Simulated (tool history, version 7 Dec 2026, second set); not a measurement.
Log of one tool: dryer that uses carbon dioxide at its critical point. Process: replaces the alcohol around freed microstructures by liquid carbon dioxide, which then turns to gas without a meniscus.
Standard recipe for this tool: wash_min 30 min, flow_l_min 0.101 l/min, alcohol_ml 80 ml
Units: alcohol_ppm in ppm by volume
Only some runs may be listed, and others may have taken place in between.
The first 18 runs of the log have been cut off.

run	hour	wash_min	flow_l_min	alcohol_ml	hours of work since the filter was changed	hours of work since the purifier's bed was changed	alcohol_ppm
19	677.3	30	0.101	81	446	133	1245
20	725.3	30	0.101	81	479	166	1292
21	751.5	30	0.134	80	497	184	293
# hour 798.8: inlet filter changed
22	806.8	21	0.101	80	5	221	4423
23	852	21	0.101	80	36	251	4469
24	890.4	21	0.101	80	62	278	4640
25	926.2	21	0.172	80	87	302	453
26	953.9	21	0.172	80	106	321	449
27	1007.2	40	0.104	115	142	357	301
28	1051.4	19	0.07	115	172	387	26265
29	1087.5	19	0.07	115	197	412	26254
30	1134.6	19	0.09	115	229	444	14208
31	1159.7	21	0.098	80	246	461	5702
32	1184.7	21	0.098	80	263	478	5738
33	1220	21	0.098	80	287	502	5662

For run 34, what comes out?
34	1250.8	21	0.098	80	308	523	?

alcohol_ppm: 5655 ppm by volume
Without the tool's hidden state the same run would have given alcohol_ppm 4703 ppm by volume.
